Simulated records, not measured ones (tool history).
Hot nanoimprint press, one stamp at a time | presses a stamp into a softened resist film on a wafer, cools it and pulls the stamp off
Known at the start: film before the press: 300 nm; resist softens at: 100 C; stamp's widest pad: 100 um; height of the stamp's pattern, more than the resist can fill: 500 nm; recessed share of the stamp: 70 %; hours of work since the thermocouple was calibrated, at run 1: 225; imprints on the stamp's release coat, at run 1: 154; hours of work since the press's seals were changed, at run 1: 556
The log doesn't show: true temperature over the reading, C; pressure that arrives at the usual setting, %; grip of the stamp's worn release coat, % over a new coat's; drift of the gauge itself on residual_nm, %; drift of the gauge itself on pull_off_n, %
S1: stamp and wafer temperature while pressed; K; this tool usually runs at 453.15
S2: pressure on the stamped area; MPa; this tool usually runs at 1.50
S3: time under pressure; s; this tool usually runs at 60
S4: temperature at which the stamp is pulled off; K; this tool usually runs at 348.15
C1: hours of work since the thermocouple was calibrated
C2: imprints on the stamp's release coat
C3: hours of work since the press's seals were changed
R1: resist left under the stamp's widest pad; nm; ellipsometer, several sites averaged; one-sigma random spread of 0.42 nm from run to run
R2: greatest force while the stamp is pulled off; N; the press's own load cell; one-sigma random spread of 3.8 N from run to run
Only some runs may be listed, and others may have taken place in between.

{"run": 1, "day": 0.0, "S1": 453.15, "S2": 1.5, "S3": 60, "S4": 348.15, "C1": 225, "C2": 154, "C3": 556, "R1": 129.5, "R2": 208}
{"run": 2, "day": 1.471, "S1": 453.15, "S2": 1.5, "S3": 60, "S4": 348.15, "C1": 243, "C2": 214, "C3": 574, "R1": 130.4, "R2": 201}
{"run": 3, "day": 3.179, "S1": 453.15, "S2": 1.37, "S3": 60, "S4": 348.15, "C1": 264, "C2": 284, "C3": 596, "R1": 134.4, "R2": 209}
{"run": 4, "day": 6.492, "S1": 453.15, "S2": 1.37, "S3": 60, "S4": 348.15, "C1": 305, "C2": 419, "C3": 637, "R1": 135.7, "R2": 207}
{"run": 5, "day": 9.058, "S1": 453.15, "S2": 1.37, "S3": 60, "S4": 348.15, "C1": 337, "C2": 524, "C3": 668, "R1": 136.2, "R2": 217}
{"run": 6, "day": 12.454, "S1": 453.15, "S2": 1.37, "S3": 60, "S4": 348.15, "C1": 379, "C2": 662, "C3": 711, "R1": 137.5, "R2": 223}
{"run": 7, "day": 14.271, "S1": 453.15, "S2": 1.37, "S3": 60, "S4": 348.15, "C1": 402, "C2": 736, "C3": 733, "R1": 137.4, "R2": 224}
{"day": 17.667, "done": "plate thermocouple calibrated"}
{"run": 8, "day": 17.667, "S1": 453.15, "S2": 1.37, "S3": 60, "S4": 348.15, "C1": 0, "C2": 870, "C3": 774, "R1": 132.4, "R2": 222}
{"run": 9, "day": 20.804, "S1": 453.15, "S2": 1.5, "S3": 60, "S4": 348.15, "C1": 39, "C2": 998, "C3": 812, "R1": 127.7, "R2": 229}
{"run": 10, "day": 22.212, "S1": 453.15, "S2": 1.5, "S3": 33, "S4": 348.15, "C1": 56, "C2": 1055, "C3": 830, "R1": 160.7, "R2": 232}
{"run": 11, "day": 25.562, "S1": 453.15, "S2": 1.5, "S3": 33, "S4": 351.15, "C1": 98, "C2": 1192, "C3": 871, "R1": 161.2, "R2": 209}
{"run": 12, "day": 27.138, "S1": 453.15, "S2": 1.5, "S3": 33, "S4": 351.15, "C1": 117, "C2": 1256, "C3": 891, "R1": 162.2, "R2": 213}
{"run": 13, "day": 30.154, "S1": 453.15, "S2": 1.24, "S3": 60, "S4": 348.15, "C1": 155, "C2": 1379, "C3": 928, "R1": 139.2, "R2": 233}
{"run": 14, "day": 32.9, "S1": 453.15, "S2": 1.5, "S3": 60, "S4": 348.15, "C1": 189, "C2": 1491, "C3": 962, "R1": 130.7, "R2": 234}
{"run": 15, "day": 35.792, "S1": 453.15, "S2": 1.5, "S3": 60, "S4": 348.15, "C1": 225, "C2": 1609, "C3": 998, "R1": 130.8, "R2": 240}
{"day": 38.35, "done": "press's hydraulic seals changed and the load cell set to zero"}
{"run": 16, "day": 38.917, "S1": 460.15, "S2": 1.5, "S3": 53, "S4": 341.15, "C1": 259, "C2": 1723, "C3": 7, "R1": 105.5, "R2": 299}
{"run": 17, "day": 40.942, "S1": 460.15, "S2": 2.29, "S3": 58, "S4": 341.15, "C1": 284, "C2": 1805, "C3": 32, "R1": 83.7, "R2": 291}
{"run": 18, "day": 43.1, "S1": 453.15, "S2": 2.38, "S3": 60, "S4": 343.15, "C1": 311, "C2": 1894, "C3": 59, "R1": 106.7, "R2": 284}
{"run": 19, "day": 45.138, "S1": 447.15, "S2": 1.5, "S3": 60, "S4": 346.15, "C1": 336, "C2": 1977, "C3": 84, "R1": 162.3, "R2": 277}
{"run": 20, "day": 48.175, "S1": 454.15, "S2": 1.5, "S3": 83, "S4": 346.15, "C1": 374, "C2": 2101, "C3": 122, "R1": 111.0, "R2": 275}
{"run": 21, "day": 49.75, "S1": 454.15, "S2": 1.5, "S3": 83, "S4": 346.15, "C1": 393, "C2": 2165, "C3": 141, "R1": 110.3, "R2": 273}
{"run": 22, "day": 52.525, "S1": 447.15, "S2": 1.5, "S3": 83, "S4": 346.15, "C1": 428, "C2": 2278, "C3": 176, "R1": 146.3, "R2": 266}
{"day": 53.933, "done": "plate thermocouple calibrated"}
{"run": 23, "day": 55.983, "S1": 453.15, "S2": 1.8, "S3": 68, "S4": 348.15, "C1": 25, "C2": 2414, "C3": 217, "R1": 111.0, "R2": 267}
{"day": 57.554, "done": "stamp cleaned and given a new release coat"}
{"run": 24, "day": 58.954, "S1": 453.15, "S2": 1.8, "S3": 68, "S4": 348.15, "C1": 59, "C2": 57, "C3": 251, "R1": 111.1, "R2": 195}
{"run": 25, "day": 60.979, "S1": 456.15, "S2": 1.8, "S3": 68, "S4": 348.15, "C1": 84, "C2": 140, "C3": 276, "R1": 99.1, "R2": 197}
{"run": 26, "day": 63.067, "S1": 456.15, "S2": 1.66, "S3": 115, "S4": 354.15, "C1": 110, "C2": 225, "C3": 302, "R1": 81.3, "R2": 167}
{"run": 27, "day": 66.075, "S1": 456.15, "S2": 1.66, "S3": 115, "S4": 354.15, "C1": 147, "C2": 347, "C3": 339, "R1": 82.4, "R2": 175}
{"run": 28, "day": 68.154, "S1": 453.15, "S2": 1.19, "S3": 60, "S4": 348.15, "C1": 173, "C2": 432, "C3": 365, "R1": 140.5, "R2": 206}
{"run": 29, "day": 70.571, "S1": 453.15, "S2": 1.19, "S3": 60, "S4": 348.15, "C1": 203, "C2": 531, "C3": 395, "R1": 141.1, "R2": 212}

3 options for the next run, each taken on its own from the tool as it stands now. Forecast them:
{"run": "A", "day": 73.612, "S1": 463.15, "S2": 0.93, "S3": 48, "S4": 348.15, "C1": 241, "C2": 655, "C3": 432, "R1": "?", "R2": "?"}
{"run": "B", "day": 73.612, "S1": 455.15, "S2": 1.5, "S3": 60, "S4": 343.15, "C1": 241, "C2": 655, "C3": 432, "R1": "?", "R2": "?"}
{"run": "C", "day": 73.612, "S1": 454.15, "S2": 1.19, "S3": 61, "S4": 339.15, "C1": 241, "C2": 655, "C3": 432, "R1": "?", "R2": "?"}

run=A R1=121.3 R2=213
run=B R1=120.6 R2=244
run=C R1=135.6 R2=263
Without the tool's hidden state the same runs would have given:
run=A R1=118.4 R2=192
run=B R1=117.2 R2=221
run=C R1=132.1 R2=238
